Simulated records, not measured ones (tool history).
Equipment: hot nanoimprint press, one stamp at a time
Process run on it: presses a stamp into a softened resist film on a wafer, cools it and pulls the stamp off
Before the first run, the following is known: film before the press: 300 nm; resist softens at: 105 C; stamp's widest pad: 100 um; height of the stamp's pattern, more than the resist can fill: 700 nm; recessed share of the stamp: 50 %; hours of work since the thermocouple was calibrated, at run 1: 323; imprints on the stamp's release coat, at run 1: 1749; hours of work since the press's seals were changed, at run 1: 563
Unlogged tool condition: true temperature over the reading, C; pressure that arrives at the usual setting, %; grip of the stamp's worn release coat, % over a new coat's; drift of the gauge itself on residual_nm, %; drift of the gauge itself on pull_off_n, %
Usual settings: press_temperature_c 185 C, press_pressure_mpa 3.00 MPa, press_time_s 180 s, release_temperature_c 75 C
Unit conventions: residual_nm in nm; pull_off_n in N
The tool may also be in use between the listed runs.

run     day  press_temperature_c  press_pressure_mpa  press_time_s  release_temperature_c  hours of work since the thermocouple was calibrated  imprints on the stamp's release coat  hours of work since the press's seals were changed  residual_nm  pull_off_n
  1   0.000                  185                3.00           180                     75                                                  323                                  1749                                                 563        116.3         368
  2   1.688                  185                3.00           180                     75                                                  343                                  1854                                                 582        117.5         378
      4.054  -- stamp cleaned and given a new release coat
  3   4.750                  185                3.00           180                     75                                                  375                                    43                                                 614        118.7         230
      5.479  -- plate thermocouple calibrated
  4   6.108                  185                3.00           180                     75                                                    7                                   120                                                 628        110.8         222
  5   8.375                  185                3.00           180                     75                                                   33                                   259                                                 654        111.8         235
  6  11.088                  185                3.00           180                     62                                                   64                                   427                                                 685        111.8         330
  7  12.304                  185                3.73           180                     62                                                   78                                   502                                                 699        101.3         327
  8  13.746                  185                3.00           180                     75                                                   94                                   591                                                 716        113.1         274
  9  15.029                  185                3.00           180                     75                                                  109                                   671                                                 730        113.3         271
 10  16.971                  186                3.00           180                     75                                                  131                                   791                                                 752        108.6         280
 11  18.150                  186                3.00           180                     76                                                  145                                   863                                                 766        108.4         276
 12  19.679                  186                3.74           180                     76                                                  162                                   958                                                 783         99.2         292
 13  21.433                  185                3.00           180                     75                                                  182                                  1066                                                 803        114.4         301
 14  23.996                  185                3.00           180                     75                                                  212                                  1225                                                 833        114.1         313
 15  26.496                  185                2.23           180                     75                                                  240                                  1379                                                 861        130.9         345
 16  29.033                  185                2.22           180                     69                                                  269                                  1536                                                 890        132.3         393
 17  31.742                  197                3.99           123                     60                                                  300                                  1703                                                 921         72.9         475
 18  33.896                  197                3.99           123                     60                                                  325                                  1836                                                 946         73.1         501
 19  35.879                  197                3.99           123                     60                                                  347                                  1959                                                 968         72.5         542
     36.479  -- stamp cleaned and given a new release coat
 20  37.483                  197                3.99           123                     60                                                  363                                    62                                                 984         73.1         299
     39.267  -- plate thermocouple calibrated
 21  39.708                  197                3.99           123                     60                                                    5                                   192                                                1008         69.6         302
 22  41.104                  187                3.00            97                     75                                                   21                                   278                                                1024        130.3         239
 23  43.471                  187                3.00            97                     75                                                   48                                   424                                                1051        130.0         249
 24  46.304                  187                3.00            97                     75                                                   80                                   599                                                1083        132.0         257
 25  48.992                  191                3.00           243                     75                                                  111                                   765                                                1114         76.3         277
 26  51.804                  174                2.53           180                     68                                                  143                                   939                                                1146        190.2         336
 27  54.325                  196                3.63           246                     81                                                  172                                  1095                                                1175         55.9         265
 28  55.779                  196                2.44           128                     65                                                  189                                  1185                                                1192         91.6         384
 29  58.192                  185                2.68           129                     75                                                  216                                  1334                                                1219        136.3         313
 30  59.396                  185                2.10           129                     81                                                  230                                  1408                                                1233        151.2         291

Across each entry between runs, compare the hidden state at the last listed run before it with the hidden state at the first listed run after it:
Runs 2 to 3: stamp cleaned and given a new release coat (day 4.054)
  true temperature over the reading, C: -1.28 -> -1.38; pressure that arrives at the usual setting, %: 96.72 -> 96.55; grip of the stamp's worn release coat, % over a new coat's: 67.9 -> 1.4
  the result without the hidden state subtracted from the measured one, residual_nm: +8.2 -> +8.8 nm; pull_off_n: +159 -> +10 N
Runs 3 to 4: plate thermocouple calibrated (day 5.479)
  true temperature over the reading, C: -1.38 -> -0.08; pressure that arrives at the usual setting, %: 96.55 -> 96.48; grip of the stamp's worn release coat, % over a new coat's: 1.4 -> 3.9
  the result without the hidden state subtracted from the measured one, residual_nm: +8.8 -> +2.2 nm; pull_off_n: +10 -> +9 N
Runs 19 to 20: stamp cleaned and given a new release coat (day 36.479)
  true temperature over the reading, C: -1.08 -> -1.12; pressure that arrives at the usual setting, %: 94.71 -> 94.62; grip of the stamp's worn release coat, % over a new coat's: 72.2 -> 2
  the result without the hidden state subtracted from the measured one, residual_nm: +5.6 -> +5.8 nm; pull_off_n: +233 -> +12 N
Runs 20 to 21: plate thermocouple calibrated (day 39.267)
  true temperature over the reading, C: -1.12 -> 0.19; pressure that arrives at the usual setting, %: 94.62 -> 94.5; grip of the stamp's worn release coat, % over a new coat's: 2 -> 6.3
  the result without the hidden state subtracted from the measured one, residual_nm: +5.8 -> +2.2 nm; pull_off_n: +12 -> +17 N
